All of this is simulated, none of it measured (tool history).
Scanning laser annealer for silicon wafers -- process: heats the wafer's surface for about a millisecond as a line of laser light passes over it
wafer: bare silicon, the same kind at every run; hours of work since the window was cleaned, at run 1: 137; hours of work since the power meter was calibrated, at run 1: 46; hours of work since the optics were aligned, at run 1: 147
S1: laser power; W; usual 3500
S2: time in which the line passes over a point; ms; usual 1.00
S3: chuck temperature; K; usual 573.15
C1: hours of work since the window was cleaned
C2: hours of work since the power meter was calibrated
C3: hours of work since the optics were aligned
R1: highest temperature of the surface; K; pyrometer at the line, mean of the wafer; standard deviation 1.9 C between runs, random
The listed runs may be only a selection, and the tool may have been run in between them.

run    hour    S1    S2      S3   C1    C2    C3       R1
  1     0.0  3500  1.00  573.15  137    46   147  1369.15
  2    84.7  3500  1.00  573.15  200   109   211  1365.15
  3   124.6  3500  1.00  573.15  230   139   240  1366.15
  4   193.9  3500  1.00  573.15  282   191   292  1361.15
  5   272.2  3500  1.00  573.15  341   249   351  1360.15
  6   317.4  3500  1.00  573.15  374   283   384  1359.15
  7   380.2  3500  1.00  573.15  421   330   431  1357.15
  8   422.0  3500  1.00  573.15  453   361   463  1351.15
  9   506.2  3276  1.00  573.15  515   424   526  1300.15
      543.4  -- window over the wafer cleaned
 10   570.0  3276  1.00  573.15   20   470   572  1292.15
 11   635.5  3276  1.00  573.15   69   519   621  1292.15
 12   702.6  3276  1.00  573.15  119   570   671  1291.15
 13   779.0  3595  1.00  573.15  176   627   728  1356.15
      849.1  -- window over the wafer cleaned, once more
 14   861.2  3500  1.00  571.15    9   687   788  1370.15
 15   904.8  3500  1.00  571.15   42   719   820  1369.15
 16   983.4  3500  1.00  573.15  100   778   879  1370.15
 17  1052.8  3500  0.73  573.15  152   830   931  1233.15
 18  1105.8  3710  1.00  573.15  192   869   971  1408.15
 19  1178.3  3710  1.00  573.15  246   924  1025  1408.15
 20  1222.3  3710  0.90  573.15  279   956  1058  1354.15
 21  1272.4  3710  0.90  573.15  316   994  1095  1350.15
 22  1335.0  3429  1.00  559.15  363  1041  1142  1328.15
 23  1406.0  3429  1.13  542.15  416  1094  1195  1366.15
     1453.1  -- optics aligned, line set to its width
 24  1488.5  3349  0.85  588.15  474  1152    27  1265.15
 25  1539.4  3500  1.00  598.15  512  1190    65  1377.15
     1580.5  -- window over the wafer cleaned
 26  1587.5  3663  1.21  558.15    5  1224    99  1503.15
 27  1653.6  3663  1.21  558.15   55  1274   148  1501.15
 28  1735.4  3075  1.21  558.15  116  1335   209  1350.15
 29  1778.5  3295  0.88  562.15  148  1367   242  1265.15
 30  1866.8  3500  0.90  573.15  214  1433   308  1321.15
 31  1915.5  3652  1.09  569.15  250  1469   344  1443.15
 32  1991.2  3652  1.09  569.15  307  1526   401  1438.15
 33  2041.9  3226  1.00  538.15  345  1564   439  1270.15
 34  2115.7  3226  1.00  538.15  400  1619   494  1267.15
 35  2159.7  3226  1.00  578.15  433  1652   527  1306.15
 36  2201.6  3226  1.00  578.15  464  1683   558  1299.15
 37  2272.8  3468  1.07  573.15  517  1736   611  1380.15
     2306.0  -- window over the wafer cleaned
 38  2346.2  3468  1.07  573.15   30  1790   664  1402.15
 39  2427.2  3633  0.83  598.15   91  1850   725  1344.15
 40  2480.1  3633  0.83  598.15  130  1890   765  1340.15
 41  2530.0  3633  0.83  598.15  167  1927   802  1339.15

Consider 4 possible next runs. They are alternatives, not a sequence: every one starts from the tool as it was left by run 41. What does each give?
  A  2608.3  3816  1.18  568.15  226  1985  860   ?
  B  2608.3  3388  0.83  598.15  226  1985  860   ?
  C  2608.3  3171  0.82  584.15  226  1985  860   ?
  D  2608.3  3231  1.03  598.15  226  1985  860   ?

run       R1
  A  1520.15
  B  1287.15
  C  1226.15
  D  1345.15
With the hidden condition removed and each run's random variation left untouched, the same runs would have given:
run       R1
  A  1534.15
  B  1298.15
  C  1236.15
  D  1356.15
